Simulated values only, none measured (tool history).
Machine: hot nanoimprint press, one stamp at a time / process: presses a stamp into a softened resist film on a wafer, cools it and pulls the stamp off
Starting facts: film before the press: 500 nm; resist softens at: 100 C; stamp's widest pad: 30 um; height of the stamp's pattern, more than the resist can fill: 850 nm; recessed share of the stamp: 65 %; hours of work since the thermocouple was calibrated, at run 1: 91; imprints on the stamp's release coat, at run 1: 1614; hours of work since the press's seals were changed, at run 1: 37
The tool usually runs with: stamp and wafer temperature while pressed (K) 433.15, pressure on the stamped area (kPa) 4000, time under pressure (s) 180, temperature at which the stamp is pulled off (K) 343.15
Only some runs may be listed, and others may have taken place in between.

| run | hour | stamp and wafer temperature while pressed (K) | pressure on the stamped area (kPa) | time under pressure (s) | temperature at which the stamp is pulled off (K) | hours of work since the thermocouple was calibrated | imprints on the stamp's release coat | hours of work since the press's seals were changed | resist left under the stamp's widest pad (angstrom) | greatest force while the stamp is pulled off (N) |
|---|---|---|---|---|---|---|---|---|---|---|
| 1 | 0 | 433.15 | 4000 | 180 | 343.15 | 91 | 1614 | 37 | 1870 | 347 |
|  | 15.8 | stamp cleaned and given a new release coat |
| 2 | 61.4 | 433.15 | 4000 | 180 | 343.15 | 119 | 150 | 65 | 1897 | 228 |
| 3 | 98.1 | 433.15 | 4000 | 180 | 343.15 | 138 | 271 | 84 | 1905 | 247 |
| 4 | 145 | 433.15 | 4000 | 107 | 343.15 | 162 | 426 | 109 | 2340 | 262 |
| 5 | 181.4 | 433.15 | 4000 | 180 | 343.15 | 181 | 545 | 127 | 1902 | 266 |
| 6 | 230.2 | 433.15 | 4000 | 180 | 343.15 | 206 | 706 | 152 | 1927 | 273 |
| 7 | 260.5 | 433.15 | 4000 | 180 | 343.15 | 222 | 805 | 168 | 1946 | 270 |
| 8 | 308.1 | 433.15 | 4000 | 180 | 328.15 | 246 | 962 | 193 | 1938 | 330 |
| 9 | 338.5 | 433.15 | 4000 | 180 | 343.15 | 262 | 1062 | 208 | 1972 | 299 |
| 10 | 380.9 | 433.15 | 4000 | 180 | 343.15 | 284 | 1202 | 230 | 1959 | 313 |
| 11 | 427.7 | 433.15 | 4000 | 180 | 343.15 | 308 | 1356 | 254 | 1965 | 325 |
| 12 | 457.4 | 433.15 | 4000 | 180 | 343.15 | 323 | 1453 | 269 | 1988 | 330 |
| 13 | 505.8 | 433.15 | 4000 | 180 | 343.15 | 348 | 1613 | 294 | 2006 | 334 |
|  | 523.5 | stamp cleaned and given a new release coat |
|  | 545.1 | plate thermocouple calibrated |
| 14 | 566.5 | 433.15 | 4000 | 180 | 343.15 | 11 | 132 | 321 | 1848 | 228 |
| 15 | 598.9 | 433.15 | 3760 | 180 | 343.15 | 28 | 238 | 338 | 1879 | 242 |
| 16 | 638 | 433.15 | 4000 | 285 | 338.15 | 48 | 367 | 358 | 1531 | 263 |
| 17 | 688.7 | 424.15 | 3460 | 225 | 343.15 | 74 | 534 | 384 | 3171 | 261 |
| 18 | 715.7 | 428.15 | 4170 | 205 | 343.15 | 88 | 622 | 398 | 2412 | 268 |
| 19 | 752.4 | 442.15 | 2790 | 106 | 334.15 | 107 | 743 | 417 | 1627 | 293 |
| 20 | 783 | 442.15 | 2790 | 106 | 334.15 | 123 | 844 | 433 | 1606 | 295 |
| 21 | 822.3 | 442.15 | 2790 | 106 | 334.15 | 143 | 973 | 453 | 1628 | 313 |
| 22 | 850.4 | 442.15 | 2790 | 106 | 334.15 | 157 | 1066 | 467 | 1630 | 315 |
| 23 | 894.4 | 442.15 | 2790 | 106 | 334.15 | 180 | 1210 | 490 | 1646 | 324 |
| 24 | 932.1 | 433.15 | 4000 | 135 | 331.15 | 199 | 1335 | 509 | 2146 | 339 |
| 25 | 974 | 442.15 | 2430 | 135 | 331.15 | 221 | 1472 | 531 | 1593 | 352 |
|  | 1034.4 | stamp cleaned and given a new release coat |
| 26 | 1034.4 | 442.15 | 3960 | 135 | 335.15 | 249 | 0 | 559 | 1269 | 238 |
| 27 | 1086.5 | 442.15 | 3960 | 236 | 342.15 | 276 | 172 | 586 | 994 | 235 |
| 28 | 1123 | 440.15 | 4000 | 136 | 337.15 | 295 | 292 | 605 | 1433 | 255 |
| 29 | 1158.6 | 436.15 | 3030 | 114 | 346.15 | 313 | 409 | 623 | 2221 | 248 |
| 30 | 1189.9 | 433.15 | 4000 | 180 | 340.15 | 329 | 512 | 639 | 1980 | 261 |

Forecast each of these 4 alternatives for the next run:
| A | 1233.1 | 433.15 | 4000 | 117 | 343.15 | 351 | 654 | 661 | ? | ? |
| B | 1233.1 | 439.15 | 4290 | 180 | 331.15 | 351 | 654 | 661 | ? | ? |
| C | 1233.1 | 433.15 | 5390 | 180 | 340.15 | 351 | 654 | 661 | ? | ? |
| D | 1233.1 | 433.15 | 4440 | 284 | 331.15 | 351 | 654 | 661 | ? | ? |

| run | resist left under the stamp's widest pad (angstrom) | greatest force while the stamp is pulled off (N) |
|---|---|---|
| A | 2338 | 270 |
| B | 1308 | 289 |
| C | 1729 | 283 |
| D | 1583 | 298 |
What these runs would have given with no unlogged condition in the tool:
| run | resist left under the stamp's widest pad (angstrom) | greatest force while the stamp is pulled off (N) |
|---|---|---|
| A | 2158 | 225 |
| B | 1199 | 240 |
| C | 1567 | 235 |
| D | 1442 | 247 |

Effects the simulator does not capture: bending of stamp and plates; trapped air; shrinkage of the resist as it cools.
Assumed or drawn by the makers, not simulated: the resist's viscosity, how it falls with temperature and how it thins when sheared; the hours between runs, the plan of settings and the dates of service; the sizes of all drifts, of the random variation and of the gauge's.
